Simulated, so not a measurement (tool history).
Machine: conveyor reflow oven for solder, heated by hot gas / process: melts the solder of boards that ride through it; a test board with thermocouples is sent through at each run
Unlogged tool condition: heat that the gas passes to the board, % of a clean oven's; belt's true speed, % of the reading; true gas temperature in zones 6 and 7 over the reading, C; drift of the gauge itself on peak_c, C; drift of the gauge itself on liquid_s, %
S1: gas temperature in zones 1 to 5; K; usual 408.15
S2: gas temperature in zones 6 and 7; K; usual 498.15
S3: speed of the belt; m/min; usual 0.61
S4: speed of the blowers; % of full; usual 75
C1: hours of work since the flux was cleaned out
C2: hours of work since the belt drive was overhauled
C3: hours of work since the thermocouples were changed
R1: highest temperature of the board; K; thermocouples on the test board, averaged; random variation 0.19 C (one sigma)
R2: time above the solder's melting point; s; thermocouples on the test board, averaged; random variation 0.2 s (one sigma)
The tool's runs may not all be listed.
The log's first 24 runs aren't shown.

run	hour	S1	S2	S3	S4	C1	C2	C3	R1	R2
25	185.8	408.15	498.15	0.553	75	38	296	224	484.55	52.4
26	190.6	408.15	498.15	0.553	75	41	299	226	484.65	52.2
27	200.9	393.15	498.15	0.553	58	47	305	233	478.95	40.8
28	211.6	408.15	498.15	0.587	67	54	312	239	481.55	46.1
29	219	408.15	511.15	0.61	75	58	316	243	493.05	52.6
30	227.7	397.15	497.15	0.61	75	63	321	248	479.15	38.1
31	235.6	408.15	498.15	0.723	68	68	326	253	474.65	29.1
32	242.9	415.15	498.15	0.498	75	72	330	257	487.85	65.3

Forecast each of these 3 alternatives for the next run:
A	253.3	415.15	498.15	0.718	89	78	336	263	?	?
B	253.3	401.15	498.15	0.61	79	78	336	263	?	?
C	253.3	415.15	497.15	0.498	75	78	336	263	?	?

run	R1	R2
A	480.15	37.5
B	481.35	41.4
C	487.05	64.1
The same runs, with their run-to-run variation unchanged, on a tool lacking any hidden condition would have given:
run	R1	R2
A	481.05	38.1
B	482.25	42.1
C	487.95	64.6
